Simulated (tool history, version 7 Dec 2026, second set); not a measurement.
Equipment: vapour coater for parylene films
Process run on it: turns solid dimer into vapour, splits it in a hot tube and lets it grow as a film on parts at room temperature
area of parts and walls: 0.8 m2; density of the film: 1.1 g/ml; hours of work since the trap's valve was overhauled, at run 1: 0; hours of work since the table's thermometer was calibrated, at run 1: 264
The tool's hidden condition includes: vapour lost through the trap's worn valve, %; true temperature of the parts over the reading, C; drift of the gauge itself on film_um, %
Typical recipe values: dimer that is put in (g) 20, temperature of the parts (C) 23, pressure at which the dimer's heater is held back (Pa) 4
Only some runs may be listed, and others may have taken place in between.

run    day  dimer that is put in (g)  temperature of the parts (C)  pressure at which the dimer's heater is held back (Pa)  hours of work since the trap's valve was overhauled  hours of work since the table's thermometer was calibrated  thickness of the film (µm)
  1      0                        20                            23                                                       4                                                    0                                                         264                       17.45
  2  0.358                        20                            34                                                       4                                                    5                                                         269                        10.4
  3   1.05                        26                            23                                                       4                                                   15                                                         279                       22.66
  4  1.671                        26                            23                                                       4                                                   24                                                         288                       22.34
  5  2.158                        26                            23                                                       4                                                   31                                                         295                       22.59
  6  2.717                         9                            23                                                       4                                                   40                                                         303                        7.92
  7  3.079                         9                            23                                                       4                                                   45                                                         309                        7.66
  8  3.725                         9                            23                                                       4                                                   54                                                         318                        7.88
  9  4.383                        31                            18                                                    6.48                                                   64                                                         328                       31.75
 10  4.725                        29                            20                                                    6.94                                                   69                                                         333                       26.76
 11  5.117                        16                            15                                                    6.31                                                   75                                                         338                       17.56
 12  5.804                        16                            15                                                    6.31                                                   84                                                         348                       17.51
 13  6.433                        19                            21                                                    5.62                                                   94                                                         357                       17.27
 14    7.1                        19                            21                                                    5.62                                                  103                                                         367                       17.33

3 options for the next run, each taken on its own from the tool as it stands now. Forecast them:
  A  7.729                        11                            15                                                   11.17                                                  113                                                         376                           ?
  B  7.729                        20                            17                                                       4                                                  113                                                         376                           ?
  C  7.729                        15                            21                                                    5.62                                                  113                                                         376                           ?

run  thickness of the film (µm)
  A                       11.84
  B                       21.56
  C                       13.37
Without the tool's hidden state the same runs would have given:
run  thickness of the film (µm)
  A                       12.12
  B                       22.12
  C                       13.64
